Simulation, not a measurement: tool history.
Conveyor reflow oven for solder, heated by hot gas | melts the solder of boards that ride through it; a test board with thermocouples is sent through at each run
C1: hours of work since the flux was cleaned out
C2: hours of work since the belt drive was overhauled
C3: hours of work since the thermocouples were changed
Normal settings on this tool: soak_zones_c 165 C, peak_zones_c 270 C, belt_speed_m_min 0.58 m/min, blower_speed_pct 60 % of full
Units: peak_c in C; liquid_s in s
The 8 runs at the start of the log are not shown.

Run 9, hour 378.2: usual settings but blower_speed_pct 54 % of full; C1 90; C2 329; C3 807. Result: peak_c 245.5 C, liquid_s 44.5 s.
Run 10, hour 444.4: usual settings but blower_speed_pct 54 % of full; C1 131; C2 370; C3 848. Result: peak_c 246 C, liquid_s 44 s.
Run 11, hour 498.6: usual settings; C1 165; C2 404; C3 881. Result: peak_c 247.9 C, liquid_s 47.2 s.
Run 12, hour 558.4: usual settings; C1 202; C2 441; C3 919. Result: peak_c 248.2 C, liquid_s 47.1 s.
Run 13, hour 613.8: usual settings; C1 236; C2 475; C3 953. Result: peak_c 247.9 C, liquid_s 46.1 s.
Run 14, hour 677.7: usual settings but belt_speed_m_min 0.544 m/min; C1 276; C2 515; C3 992. Result: peak_c 249 C, liquid_s 51.7 s.
Run 15, hour 747.9: usual settings but belt_speed_m_min 0.544 m/min, blower_speed_pct 78 % of full; C1 319; C2 558; C3 1036. Result: peak_c 256.3 C, liquid_s 57.9 s.
Run 16, hour 791.6: usual settings but belt_speed_m_min 0.544 m/min, blower_speed_pct 78 % of full; C1 346; C2 585; C3 1063. Result: peak_c 255.3 C, liquid_s 56.5 s.
At hour 815.9: flux residue cleaned out of gas plates and filters.
Run 17, hour 851.4: usual settings but belt_speed_m_min 0.544 m/min, blower_speed_pct 78 % of full; C1 22; C2 619; C3 1097. Result: peak_c 260 C, liquid_s 60 s.
At hour 907.1: thermocouples of zones 6 and 7 changed.
Run 18, hour 908.3: usual settings but peak_zones_c 275 C, belt_speed_m_min 0.513 m/min, blower_speed_pct 56 % of full; C1 56; C2 653; C3 1. Result: peak_c 254.4 C, liquid_s 59.8 s.
Run 19, hour 946.1: usual settings but peak_zones_c 275 C, belt_speed_m_min 0.513 m/min, blower_speed_pct 56 % of full; C1 79; C2 676; C3 24. Result: peak_c 255 C, liquid_s 59.8 s.
Run 20, hour 1015.7: usual settings but belt_speed_m_min 0.584 m/min, blower_speed_pct 56 % of full; C1 122; C2 720; C3 67. Result: peak_c 244.9 C, liquid_s 43.3 s.
Run 21, hour 1047.4: usual settings but belt_speed_m_min 0.584 m/min, blower_speed_pct 56 % of full; C1 142; C2 739; C3 87. Result: peak_c 245.2 C, liquid_s 43.8 s.
Run 22, hour 1088.1: usual settings but peak_zones_c 260 C, belt_speed_m_min 0.584 m/min, blower_speed_pct 56 % of full; C1 167; C2 764; C3 112. Result: peak_c 236.2 C, liquid_s 35.5 s.
Run 23, hour 1146.9: usual settings but peak_zones_c 260 C, belt_speed_m_min 0.584 m/min, blower_speed_pct 56 % of full; C1 204; C2 801; C3 148. Result: peak_c 236 C, liquid_s 34.2 s.
Run 24, hour 1213.2: usual settings but soak_zones_c 160 C; C1 245; C2 842; C3 189. Result: peak_c 245.2 C, liquid_s 42.6 s.
Run 25, hour 1282.5: usual settings but peak_zones_c 269 C, belt_speed_m_min 0.527 m/min, blower_speed_pct 74 % of full; C1 288; C2 885; C3 232. Result: peak_c 253.2 C, liquid_s 58.3 s.
Run 26, hour 1338: usual settings but peak_zones_c 269 C, belt_speed_m_min 0.527 m/min, blower_speed_pct 74 % of full; C1 322; C2 919; C3 267. Result: peak_c 253.2 C, liquid_s 58.2 s.
At hour 1401.3: flux residue cleaned out of gas plates and filters.
Run 27, hour 1406.8: usual settings but soak_zones_c 162 C, belt_speed_m_min 0.584 m/min; C1 3; C2 958; C3 306. Result: peak_c 248.4 C, liquid_s 46.7 s.
Run 28, hour 1442.7: usual settings but soak_zones_c 160 C, peak_zones_c 276 C, blower_speed_pct 52 % of full; C1 26; C2 981; C3 328. Result: peak_c 248.5 C, liquid_s 46.6 s.
Run 29, hour 1512.7: usual settings but soak_zones_c 160 C, peak_zones_c 276 C, blower_speed_pct 52 % of full; C1 69; C2 1024; C3 372. Result: peak_c 248.2 C, liquid_s 45.2 s.
Run 30, hour 1559.2: usual settings but soak_zones_c 175 C, peak_zones_c 262 C, belt_speed_m_min 0.691 m/min, blower_speed_pct 72 % of full; C1 98; C2 1053; C3 401. Result: peak_c 243.3 C, liquid_s 37.5 s.

Forecast each of these 5 alternatives for the next run:
Run A, hour 1615.4: usual settings but soak_zones_c 175 C, peak_zones_c 262 C, belt_speed_m_min 0.647 m/min, blower_speed_pct 58 % of full; C1 133; C2 1088; C3 435. Result: peak_c ?, liquid_s ?.
Run B, hour 1615.4: usual settings but peak_zones_c 280 C, blower_speed_pct 70 % of full; C1 133; C2 1088; C3 435. Result: peak_c ?, liquid_s ?.
Run C, hour 1615.4: usual settings but soak_zones_c 170 C, peak_zones_c 285 C, belt_speed_m_min 0.55 m/min; C1 133; C2 1088; C3 435. Result: peak_c ?, liquid_s ?.
Run D, hour 1615.4: usual settings but soak_zones_c 178 C, belt_speed_m_min 0.579 m/min; C1 133; C2 1088; C3 435. Result: peak_c ?, liquid_s ?.
Run E, hour 1615.4: usual settings but soak_zones_c 172 C, blower_speed_pct 80 % of full; C1 133; C2 1088; C3 435. Result: peak_c ?, liquid_s ?.

run  peak_c  liquid_s
  A   238.9      36.7
  B   261.3      56.6
  C   264.1      63.4
  D   251.3      54.7
  E   256.7      57.7
With the hidden condition removed and each run's random variation left untouched, the same runs would have given:
run  peak_c  liquid_s
  A   237.8      35.1
  B   260.3        55
  C     263      61.5
  D   250.2      52.9
  E   255.7      56.2
